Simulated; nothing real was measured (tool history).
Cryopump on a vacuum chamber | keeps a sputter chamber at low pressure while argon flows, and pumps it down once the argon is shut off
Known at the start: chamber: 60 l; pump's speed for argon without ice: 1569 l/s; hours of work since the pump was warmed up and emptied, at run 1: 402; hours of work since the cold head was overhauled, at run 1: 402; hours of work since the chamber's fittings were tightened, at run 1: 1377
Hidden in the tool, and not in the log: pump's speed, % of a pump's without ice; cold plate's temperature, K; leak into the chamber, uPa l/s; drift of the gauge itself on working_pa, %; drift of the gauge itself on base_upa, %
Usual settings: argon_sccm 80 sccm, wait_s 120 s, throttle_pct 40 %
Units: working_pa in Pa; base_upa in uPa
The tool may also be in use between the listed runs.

run   hour  argon_sccm  wait_s  throttle_pct  hours of work since the pump was warmed up and emptied  hours of work since the cold head was overhauled  hours of work since the chamber's fittings were tightened  working_pa  base_upa
  1      0          80     120            40                                                     402                                               402                                                       1377      0.2254      1.16
  2   10.6          80     120            29                                                     411                                               411                                                       1387      0.3092      1.12
  3   26.3          80     120            29                                                     425                                               425                                                       1401        0.31      1.19
  4   36.9          80     120            40                                                     435                                               435                                                       1411      0.2271      1.25
  5     47          80     120            40                                                     444                                               444                                                       1420      0.2273      1.19
  6   58.8          80     120            40                                                     455                                               455                                                       1430      0.2285      1.25
  7   70.1          80     120            40                                                     465                                               465                                                       1440      0.2286      1.22
  8     78          80     120            40                                                     472                                               472                                                       1447      0.2291      1.21
  9   87.2          80     120            40                                                     480                                               480                                                       1456      0.2288      1.13
 10   94.5          98     120            40                                                     487                                               487                                                       1462      0.2802      1.24
 11  104.5          80     120            47                                                     495                                               495                                                       1471      0.1963      1.19
 12    120          80     120            47                                                     509                                               509                                                       1485      0.1974      1.27
 13    129          80     120            40                                                     517                                               517                                                       1493      0.2304      1.24
 14  138.9          80     120            40                                                     526                                               526                                                       1502      0.2307       1.3
 15  146.7          80     120            40                                                     533                                               533                                                       1509      0.2288      1.21
 16  159.5          80     273            40                                                     545                                               545                                                       1520      0.2312      1.12
 17  171.2          64     273            40                                                     555                                               555                                                       1531      0.1844      1.15
 18    182          64     273            40                                                     565                                               565                                                       1540       0.186      1.13
 19  191.2          64     273            40                                                     573                                               573                                                       1549      0.1853      1.17
 20  198.7          64     273            40                                                     580                                               580                                                       1555      0.1865      1.22
 21  213.1          64      61            40                                                     593                                               593                                                       1568      0.1866      1.52
 22  222.6          79      33            40                                                     601                                               601                                                       1577      0.2295      1.94
 23  236.2          56     120            40                                                     613                                               613                                                       1589      0.1617      1.32
 24  246.8          72      31            20                                                     623                                               623                                                       1598      0.4032      1.96
 25  253.4          70      21            40                                                     629                                               629                                                       1604      0.2053      2.46
 26  264.6          89      40            40                                                     639                                               639                                                       1614      0.2617      1.83
 27  271.3          50      40            53                                                     645                                               645                                                       1620      0.1125      1.82
 28  279.9         104      22            26                                                     652                                               652                                                       1628      0.4539      2.41
 29  290.9          80     120            16                                                     662                                               662                                                       1638      0.5589      1.34
 30  306.8         101     224            26                                                     677                                               677                                                       1652      0.4416      1.26
 31  313.8         101     224            26                                                     683                                               683                                                       1658      0.4425       1.3
 32    329          80      35            41                                                     696                                               696                                                       1672      0.2303      1.93
 33  343.4          80      35            41                                                     709                                               709                                                       1685      0.2327      2.01
 34    358          80      35            41                                                     722                                               722                                                       1698      0.2309      1.97

4 ways to go on from here, each from the tool as it stands after run 34. What would each give?
  A  364.9          46      35            17                                                     729                                               729                                                       1704           ?         ?
  B  364.9          75     120            40                                                     729                                               729                                                       1704           ?         ?
  C  364.9          80     289            47                                                     729                                               729                                                       1704           ?         ?
  D  364.9          80     120            25                                                     729                                               729                                                       1704           ?         ?

run  working_pa  base_upa
  A      0.3045      2.01
  B      0.2209      1.48
  C      0.2067      1.32
  D      0.3693      1.43
Without the tool's hidden state the same runs would have given:
run  working_pa  base_upa
  A       0.292         1
  B      0.2007      0.45
  C      0.1849       0.3
  D      0.3474      0.44
